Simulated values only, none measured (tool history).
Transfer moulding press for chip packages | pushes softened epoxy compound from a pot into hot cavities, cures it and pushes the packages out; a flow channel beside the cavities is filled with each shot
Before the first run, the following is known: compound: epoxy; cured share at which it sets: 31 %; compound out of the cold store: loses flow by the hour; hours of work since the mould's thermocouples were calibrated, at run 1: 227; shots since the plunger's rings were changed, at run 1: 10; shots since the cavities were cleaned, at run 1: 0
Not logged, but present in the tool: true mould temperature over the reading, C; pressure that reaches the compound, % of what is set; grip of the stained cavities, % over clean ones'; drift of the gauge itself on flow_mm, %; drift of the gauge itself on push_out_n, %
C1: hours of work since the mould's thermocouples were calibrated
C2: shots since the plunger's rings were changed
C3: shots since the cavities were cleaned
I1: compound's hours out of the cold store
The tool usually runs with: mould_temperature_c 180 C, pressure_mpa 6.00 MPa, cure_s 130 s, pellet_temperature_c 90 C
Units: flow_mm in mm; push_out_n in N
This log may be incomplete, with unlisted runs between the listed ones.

{"run": 1, "hour": 0.0, "mould_temperature_c": 180, "pressure_mpa": 6.0, "cure_s": 130, "pellet_temperature_c": 90, "C1": 227, "C2": 10, "C3": 0, "I1": 23.0, "flow_mm": 578, "push_out_n": 357}
{"run": 2, "hour": 25.6, "mould_temperature_c": 180, "pressure_mpa": 6.0, "cure_s": 130, "pellet_temperature_c": 90, "C1": 240, "C2": 216, "C3": 206, "I1": 14.1, "flow_mm": 610, "push_out_n": 594}
{"run": 3, "hour": 62.9, "mould_temperature_c": 180, "pressure_mpa": 6.0, "cure_s": 130, "pellet_temperature_c": 90, "C1": 259, "C2": 515, "C3": 505, "I1": 25.0, "flow_mm": 574, "push_out_n": 742}
{"run": 4, "hour": 96.4, "mould_temperature_c": 180, "pressure_mpa": 6.0, "cure_s": 130, "pellet_temperature_c": 90, "C1": 276, "C2": 784, "C3": 774, "I1": 9.4, "flow_mm": 618, "push_out_n": 824}
{"run": 5, "hour": 125.3, "mould_temperature_c": 186, "pressure_mpa": 6.0, "cure_s": 130, "pellet_temperature_c": 90, "C1": 291, "C2": 1017, "C3": 1007, "I1": 36.6, "flow_mm": 517, "push_out_n": 705}
{"hour": 130.4, "done": "cavities cleaned with cleaning compound and waxed"}
{"run": 6, "hour": 152.5, "mould_temperature_c": 186, "pressure_mpa": 6.0, "cure_s": 130, "pellet_temperature_c": 90, "C1": 305, "C2": 1224, "C3": 178, "I1": 35.8, "flow_mm": 512, "push_out_n": 826}
{"run": 7, "hour": 169.8, "mould_temperature_c": 186, "pressure_mpa": 6.0, "cure_s": 130, "pellet_temperature_c": 90, "C1": 313, "C2": 1363, "C3": 317, "I1": 24.9, "flow_mm": 548, "push_out_n": 804}
{"run": 8, "hour": 196.3, "mould_temperature_c": 180, "pressure_mpa": 6.0, "cure_s": 130, "pellet_temperature_c": 92, "C1": 327, "C2": 1575, "C3": 529, "I1": 13.9, "flow_mm": 594, "push_out_n": 907}
{"run": 9, "hour": 215.1, "mould_temperature_c": 180, "pressure_mpa": 6.0, "cure_s": 130, "pellet_temperature_c": 90, "C1": 337, "C2": 1727, "C3": 681, "I1": 24.9, "flow_mm": 544, "push_out_n": 872}
{"run": 10, "hour": 234.5, "mould_temperature_c": 180, "pressure_mpa": 6.0, "cure_s": 130, "pellet_temperature_c": 90, "C1": 347, "C2": 1882, "C3": 836, "I1": 16.9, "flow_mm": 582, "push_out_n": 890}
{"hour": 259.2, "done": "cavities cleaned with cleaning compound and waxed"}
{"run": 11, "hour": 261.5, "mould_temperature_c": 180, "pressure_mpa": 6.0, "cure_s": 130, "pellet_temperature_c": 90, "C1": 360, "C2": 2087, "C3": 18, "I1": 24.7, "flow_mm": 558, "push_out_n": 408}
{"run": 12, "hour": 299.5, "mould_temperature_c": 180, "pressure_mpa": 6.0, "cure_s": 130, "pellet_temperature_c": 80, "C1": 379, "C2": 2393, "C3": 324, "I1": 39.4, "flow_mm": 505, "push_out_n": 653}
{"hour": 330.4, "done": "cavities cleaned with cleaning compound and waxed, once more"}
{"run": 13, "hour": 343.8, "mould_temperature_c": 180, "pressure_mpa": 6.0, "cure_s": 130, "pellet_temperature_c": 80, "C1": 401, "C2": 2736, "C3": 107, "I1": 22.4, "flow_mm": 551, "push_out_n": 527}
{"run": 14, "hour": 364.2, "mould_temperature_c": 180, "pressure_mpa": 6.0, "cure_s": 130, "pellet_temperature_c": 90, "C1": 412, "C2": 2901, "C3": 272, "I1": 27.8, "flow_mm": 536, "push_out_n": 630}
{"run": 15, "hour": 385.9, "mould_temperature_c": 180, "pressure_mpa": 6.0, "cure_s": 130, "pellet_temperature_c": 81, "C1": 423, "C2": 3075, "C3": 446, "I1": 38.5, "flow_mm": 505, "push_out_n": 731}
{"run": 16, "hour": 404.6, "mould_temperature_c": 180, "pressure_mpa": 6.0, "cure_s": 149, "pellet_temperature_c": 88, "C1": 433, "C2": 3225, "C3": 596, "I1": 16.1, "flow_mm": 558, "push_out_n": 711}
{"run": 17, "hour": 438.1, "mould_temperature_c": 176, "pressure_mpa": 6.0, "cure_s": 127, "pellet_temperature_c": 88, "C1": 450, "C2": 3495, "C3": 866, "I1": 43.6, "flow_mm": 485, "push_out_n": 981}
{"hour": 461.8, "done": "cavities cleaned with cleaning compound and waxed"}
{"run": 18, "hour": 474.8, "mould_temperature_c": 176, "pressure_mpa": 5.27, "cure_s": 127, "pellet_temperature_c": 87, "C1": 468, "C2": 3777, "C3": 104, "I1": 27.9, "flow_mm": 497, "push_out_n": 620}
{"run": 19, "hour": 517.4, "mould_temperature_c": 186, "pressure_mpa": 5.28, "cure_s": 158, "pellet_temperature_c": 96, "C1": 490, "C2": 4119, "C3": 446, "I1": 29.5, "flow_mm": 465, "push_out_n": 622}
{"run": 20, "hour": 537.5, "mould_temperature_c": 186, "pressure_mpa": 5.28, "cure_s": 158, "pellet_temperature_c": 96, "C1": 501, "C2": 4281, "C3": 608, "I1": 40.5, "flow_mm": 440, "push_out_n": 667}
{"run": 21, "hour": 562.8, "mould_temperature_c": 186, "pressure_mpa": 5.28, "cure_s": 139, "pellet_temperature_c": 96, "C1": 514, "C2": 4485, "C3": 812, "I1": 20.7, "flow_mm": 487, "push_out_n": 709}
{"hour": 567.8, "done": "mould's thermocouples calibrated"}
{"run": 22, "hour": 590.9, "mould_temperature_c": 186, "pressure_mpa": 5.72, "cure_s": 146, "pellet_temperature_c": 94, "C1": 12, "C2": 4694, "C3": 1021, "I1": 26.0, "flow_mm": 491, "push_out_n": 719}
{"hour": 595.5, "done": "cavities cleaned with cleaning compound and waxed"}
{"run": 23, "hour": 612.3, "mould_temperature_c": 175, "pressure_mpa": 4.73, "cure_s": 146, "pellet_temperature_c": 94, "C1": 22, "C2": 4854, "C3": 135, "I1": 23.8, "flow_mm": 476, "push_out_n": 581}
{"run": 24, "hour": 642.7, "mould_temperature_c": 180, "pressure_mpa": 6.13, "cure_s": 164, "pellet_temperature_c": 95, "C1": 38, "C2": 5098, "C3": 379, "I1": 24.7, "flow_mm": 513, "push_out_n": 602}
{"run": 25, "hour": 663.4, "mould_temperature_c": 183, "pressure_mpa": 5.92, "cure_s": 130, "pellet_temperature_c": 90, "C1": 48, "C2": 5265, "C3": 546, "I1": 43.7, "flow_mm": 450, "push_out_n": 699}
{"run": 26, "hour": 692.7, "mould_temperature_c": 183, "pressure_mpa": 5.92, "cure_s": 130, "pellet_temperature_c": 90, "C1": 64, "C2": 5500, "C3": 781, "I1": 25.2, "flow_mm": 507, "push_out_n": 725}
{"run": 27, "hour": 711.4, "mould_temperature_c": 186, "pressure_mpa": 5.69, "cure_s": 130, "pellet_temperature_c": 88, "C1": 73, "C2": 5651, "C3": 932, "I1": 29.4, "flow_mm": 474, "push_out_n": 735}

3 options for the next run, each taken on its own from the tool as it stands now. Forecast them:
{"hour": 727.3, "done": "plunger's sealing rings changed"}
{"hour": 728.8, "done": "cavities cleaned with cleaning compound and waxed"}
{"run": "A", "hour": 751.9, "mould_temperature_c": 187, "pressure_mpa": 5.41, "cure_s": 159, "pellet_temperature_c": 88, "C1": 92, "C2": 186, "C3": 186, "I1": 41.8, "flow_mm": "?", "push_out_n": "?"}
{"hour": 727.3, "done": "plunger's sealing rings changed"}
{"hour": 728.8, "done": "cavities cleaned with cleaning compound and waxed"}
{"run": "B", "hour": 751.9, "mould_temperature_c": 180, "pressure_mpa": 6.13, "cure_s": 130, "pellet_temperature_c": 90, "C1": 92, "C2": 186, "C3": 186, "I1": 40.7, "flow_mm": "?", "push_out_n": "?"}
{"hour": 727.3, "done": "plunger's sealing rings changed"}
{"hour": 728.8, "done": "cavities cleaned with cleaning compound and waxed"}
{"run": "C", "hour": 751.9, "mould_temperature_c": 186, "pressure_mpa": 5.04, "cure_s": 130, "pellet_temperature_c": 84, "C1": 92, "C2": 186, "C3": 186, "I1": 36.3, "flow_mm": "?", "push_out_n": "?"}

run=A flow_mm=480 push_out_n=503
run=B flow_mm=531 push_out_n=559
run=C flow_mm=486 push_out_n=516
Had the tool no hidden state, the same runs would have come out as:
run=A flow_mm=482 push_out_n=327
run=B flow_mm=533 push_out_n=360
run=C flow_mm=488 push_out_n=334
